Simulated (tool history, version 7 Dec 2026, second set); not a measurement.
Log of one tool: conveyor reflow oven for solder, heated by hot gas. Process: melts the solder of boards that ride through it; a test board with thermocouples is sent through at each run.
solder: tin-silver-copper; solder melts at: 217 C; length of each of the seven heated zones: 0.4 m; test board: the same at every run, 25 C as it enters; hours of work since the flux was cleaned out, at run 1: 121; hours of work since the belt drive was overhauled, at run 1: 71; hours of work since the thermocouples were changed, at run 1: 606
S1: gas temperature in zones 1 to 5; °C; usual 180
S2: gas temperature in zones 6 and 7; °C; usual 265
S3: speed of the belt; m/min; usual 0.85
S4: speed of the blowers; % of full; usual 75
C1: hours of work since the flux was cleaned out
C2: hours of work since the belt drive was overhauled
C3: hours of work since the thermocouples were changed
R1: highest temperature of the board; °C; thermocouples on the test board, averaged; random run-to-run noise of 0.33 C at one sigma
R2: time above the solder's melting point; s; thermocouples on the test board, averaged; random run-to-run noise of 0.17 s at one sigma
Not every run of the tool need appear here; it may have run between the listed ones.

run 1 hour=0 | S1=180 S2=265 S3=0.85 S4=75 | C1=121 C2=71 C3=606 | R1=247.2 R2=40.5
run 2 hour=7.5 | S1=180 S2=265 S3=0.85 S4=75 | C1=124 C2=75 C3=609 | R1=248.1 R2=40.8
run 3 hour=15.2 | S1=180 S2=265 S3=0.85 S4=80 | C1=128 C2=79 C3=613 | R1=248.8 R2=41.9
run 4 hour=25.8 | S1=180 S2=265 S3=0.85 S4=80 | C1=133 C2=84 C3=618 | R1=249.2 R2=41.8
run 5 hour=34.6 | S1=180 S2=265 S3=0.85 S4=80 | C1=137 C2=88 C3=622 | R1=248.3 R2=41.5
run 6 hour=40.2 | S1=180 S2=265 S3=0.85 S4=80 | C1=140 C2=90 C3=625 | R1=249.1 R2=41.8
run 7 hour=50.3 | S1=180 S2=265 S3=0.85 S4=80 | C1=145 C2=95 C3=629 | R1=248.5 R2=41.8
run 8 hour=57.5 | S1=180 S2=265 S3=0.85 S4=75 | C1=148 C2=99 C3=633 | R1=247.2 R2=40.9
run 9 hour=64.8 | S1=180 S2=265 S3=0.85 S4=75 | C1=152 C2=102 C3=636 | R1=247.5 R2=40.9
run 10 hour=73.4 | S1=180 S2=265 S3=0.85 S4=75 | C1=156 C2=106 C3=640 | R1=247.7 R2=40.6
run 11 hour=80.3 | S1=183 S2=265 S3=0.85 S4=75 | C1=159 C2=109 C3=644 | R1=248 R2=41.6
run 12 hour=90.8 | S1=180 S2=276 S3=0.871 S4=75 | C1=164 C2=114 C3=649 | R1=255.7 R2=43.7
run 13 hour=99.1 | S1=180 S2=276 S3=0.871 S4=75 | C1=168 C2=118 C3=653 | R1=255.4 R2=44
run 14 hour=104.9 | S1=178 S2=265 S3=0.916 S4=75 | C1=170 C2=121 C3=655 | R1=245.1 R2=34.8
-- hour=109.9 belt drive overhauled, speed set with a stopwatch
-- hour=121.2 flux residue cleaned out of gas plates and filters
run 15 hour=124.3 | S1=173 S2=265 S3=0.916 S4=75 | C1=1 C2=4 C3=660 | R1=244.2 R2=34.1
run 16 hour=130.2 | S1=173 S2=265 S3=0.916 S4=75 | C1=4 C2=7 C3=663 | R1=244.6 R2=33.8
run 17 hour=136.1 | S1=173 S2=265 S3=0.916 S4=75 | C1=7 C2=10 C3=666 | R1=244.8 R2=33.6
run 18 hour=142.5 | S1=188 S2=271 S3=0.85 S4=75 | C1=10 C2=13 C3=669 | R1=254.8 R2=47.1
run 19 hour=152.8 | S1=188 S2=271 S3=0.85 S4=75 | C1=15 C2=18 C3=674 | R1=254.9 R2=47.4
run 20 hour=164.3 | S1=180 S2=270 S3=0.85 S4=58 | C1=20 C2=23 C3=679 | R1=246.9 R2=39.1
run 21 hour=169.5 | S1=165 S2=262 S3=0.765 S4=51 | C1=23 C2=26 C3=682 | R1=237.7 R2=32

What differs in the tool's unlogged condition from the final listed run ahead of each entry between runs to the first listed run following it?
In the gap between runs 14 and 15: belt drive overhauled, speed set with a stopwatch (hour 109.9); flux residue cleaned out of gas plates and filters (hour 121.2)
  heat that the gas passes to the board, % of a clean oven's: 95.7 -> 99.6; belt's true speed, % of the reading: 99.9 -> 99.83; true gas temperature in zones 6 and 7 over the reading, C: -0.69 -> -0.7
  measured result minus the result with no hidden state, R1: -1.8 -> -0.7 °C; R2: -1.4 -> -0.3 s

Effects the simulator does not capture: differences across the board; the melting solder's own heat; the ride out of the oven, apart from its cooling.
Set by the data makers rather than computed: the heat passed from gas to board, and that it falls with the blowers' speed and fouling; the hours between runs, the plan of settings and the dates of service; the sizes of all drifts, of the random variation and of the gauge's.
